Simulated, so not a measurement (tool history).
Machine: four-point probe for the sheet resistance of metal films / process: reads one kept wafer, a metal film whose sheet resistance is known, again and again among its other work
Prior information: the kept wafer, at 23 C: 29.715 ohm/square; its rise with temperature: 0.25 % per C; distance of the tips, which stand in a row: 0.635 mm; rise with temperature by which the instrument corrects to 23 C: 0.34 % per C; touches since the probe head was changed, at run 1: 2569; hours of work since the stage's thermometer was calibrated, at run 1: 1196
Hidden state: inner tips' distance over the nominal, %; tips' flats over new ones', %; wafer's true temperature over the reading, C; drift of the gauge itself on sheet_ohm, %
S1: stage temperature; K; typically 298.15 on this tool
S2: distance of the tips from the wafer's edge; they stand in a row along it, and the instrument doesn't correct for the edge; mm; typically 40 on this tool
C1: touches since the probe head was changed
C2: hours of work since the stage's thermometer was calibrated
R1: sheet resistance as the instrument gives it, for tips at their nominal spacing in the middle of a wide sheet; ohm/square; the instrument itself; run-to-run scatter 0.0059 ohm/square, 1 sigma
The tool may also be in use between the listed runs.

| run | hour | S1 | S2 | C1 | C2 | R1 |
|---|---|---|---|---|---|---|
| 1 | 0 | 298.15 | 40 | 2569 | 1196 | 29.656158 |
| 2 | 63.2 | 298.15 | 40 | 4550 | 1230 | 29.670538 |
| 3 | 155.3 | 298.15 | 11 | 7437 | 1280 | 29.722899 |
| 4 | 283.3 | 298.15 | 11 | 11450 | 1350 | 29.720131 |
| 5 | 405.3 | 298.15 | 11 | 15277 | 1416 | 29.713722 |
| 6 | 512.6 | 298.15 | 12 | 18641 | 1475 | 29.708724 |
| 7 | 603.8 | 298.15 | 12 | 21499 | 1525 | 29.726248 |
| 8 | 750.1 | 298.15 | 7 | 26088 | 1604 | 29.806608 |
|  | 792.6 | stage's thermometer calibrated |
| 9 | 859.8 | 298.15 | 7 | 29509 | 37 | 29.791347 |
| 10 | 994.9 | 298.15 | 3 | 33747 | 110 | 30.36535 |
| 11 | 1084.8 | 298.15 | 3 | 36565 | 159 | 30.365712 |
| 12 | 1231.5 | 298.15 | 3 | 41163 | 239 | 30.369405 |
| 13 | 1305.7 | 298.15 | 3 | 43491 | 280 | 30.370098 |
| 14 | 1395.1 | 298.15 | 3 | 46293 | 328 | 30.364514 |
| 15 | 1457.9 | 298.15 | 4 | 48262 | 363 | 30.061424 |
| 16 | 1534.4 | 298.15 | 4 | 50660 | 404 | 30.064776 |
| 17 | 1634.8 | 298.15 | 40 | 53809 | 459 | 29.662623 |
| 18 | 1776.7 | 298.15 | 40 | 58256 | 536 | 29.667074 |
| 19 | 1861 | 305.15 | 40 | 60899 | 582 | 29.508678 |
| 20 | 1989.4 | 308.15 | 40 | 64926 | 652 | 29.426959 |
| 21 | 2051.2 | 298.15 | 36 | 66863 | 686 | 29.667079 |
| 22 | 2167.6 | 301.15 | 3 | 70512 | 749 | 30.290444 |
| 23 | 2252.3 | 294.15 | 4 | 73166 | 795 | 30.155729 |
| 24 | 2366 | 294.15 | 4 | 76733 | 857 | 30.167446 |
| 25 | 2499.2 | 305.15 | 7 | 80909 | 930 | 29.632124 |
| 26 | 2610.4 | 307.15 | 4 | 84393 | 991 | 29.859112 |
| 27 | 2697.7 | 295.15 | 74 | 87131 | 1038 | 29.74175 |
| 28 | 2776.1 | 306.15 | 37 | 89588 | 1081 | 29.485698 |
| 29 | 2843.5 | 298.15 | 3 | 91702 | 1118 | 30.356237 |
| 30 | 2964.2 | 293.15 | 3 | 95485 | 1183 | 30.488664 |
| 31 | 3045.3 | 302.15 | 3 | 98030 | 1228 | 30.270697 |
| 32 | 3153.3 | 298.15 | 4 | 101416 | 1286 | 30.060121 |
| 33 | 3233 | 298.15 | 74 | 103916 | 1330 | 29.669216 |
| 34 | 3328.6 | 298.15 | 74 | 106910 | 1382 | 29.661051 |
| 35 | 3437.9 | 292.15 | 45 | 110338 | 1442 | 29.814976 |
| 36 | 3523.2 | 292.15 | 45 | 113013 | 1488 | 29.810435 |
| 37 | 3655.3 | 295.15 | 8 | 117154 | 1560 | 29.84403 |
|  | 3777.3 | stage's thermometer calibrated |
| 38 | 3788.4 | 297.15 | 64 | 121312 | 6 | 29.694109 |
| 39 | 3864.1 | 304.15 | 3 | 123686 | 47 | 30.2229 |
| 40 | 4000.3 | 294.15 | 3 | 127954 | 122 | 30.466877 |

Across each entry between runs, compare the hidden state at the last listed run before it with the hidden state at the first listed run after it:
After run 8, before run 9: stage's thermometer calibrated (hour 792.6)
  wafer's true temperature over the reading, C: -0.01 -> 0
After run 37, before run 38: stage's thermometer calibrated (hour 3777.3)
  inner tips' distance over the nominal, %: -0.012 -> -0.013; wafer's true temperature over the reading, C: -0.01 -> 0
